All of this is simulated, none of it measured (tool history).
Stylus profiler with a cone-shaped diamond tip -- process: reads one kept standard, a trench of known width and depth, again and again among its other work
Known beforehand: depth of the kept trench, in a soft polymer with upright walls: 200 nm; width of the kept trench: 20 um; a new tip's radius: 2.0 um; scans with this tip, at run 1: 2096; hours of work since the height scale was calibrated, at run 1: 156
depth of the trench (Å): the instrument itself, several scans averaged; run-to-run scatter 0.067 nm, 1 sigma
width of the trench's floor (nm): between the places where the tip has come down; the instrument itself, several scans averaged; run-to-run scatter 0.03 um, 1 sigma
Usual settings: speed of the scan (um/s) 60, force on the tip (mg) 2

run,hour,speed of the scan (um/s),force on the tip (mg),scans with this tip,hours of work since the height scale was calibrated,depth of the trench (Å),width of the trench's floor (nm)
1,0,60,2,2096,156,2021.6,17790
2,14.9,60,2,2208,164,2022.5,17700
3,26.9,60,2,2298,171,2020.8,17780
4,35,60,2,2359,175,2022.2,17730
5,47.4,60,2,2452,182,2022.2,17720
6,61.5,60,2.5,2558,190,2025.3,17840
7,72.3,60,2.5,2638,196,2024.6,17860
8,87.6,60,2.5,2753,204,2025.4,17750
9,102,60,2.5,2861,212,2025.1,17790
10,108.8,99,3.11,2913,216,2029.1,17660
11,123.8,31,2.48,3025,225,2026,17920
12,136.4,31,2.48,3119,232,2024.4,17910
13,145.5,26,4.07,3188,237,2034.1,17900
14,160.8,27,2.07,3303,245,2022.9,17900

Alternative continuations, all from the tool just after run 14; predict every row:
A,169,130,3.11,3364,250,?,?
B,169,215,0.89,3364,250,?,?
C,169,60,1.48,3364,250,?,?

run,depth of the trench (Å),width of the trench's floor (nm)
A,2029.9,17450
B,2013.4,16320
C,2018.4,17650
With the hidden condition removed and each run's random variation left untouched, the same runs would have given:
run,depth of the trench (Å),width of the trench's floor (nm)
A,2027.4,17660
B,2010.9,16540
C,2015.9,17870

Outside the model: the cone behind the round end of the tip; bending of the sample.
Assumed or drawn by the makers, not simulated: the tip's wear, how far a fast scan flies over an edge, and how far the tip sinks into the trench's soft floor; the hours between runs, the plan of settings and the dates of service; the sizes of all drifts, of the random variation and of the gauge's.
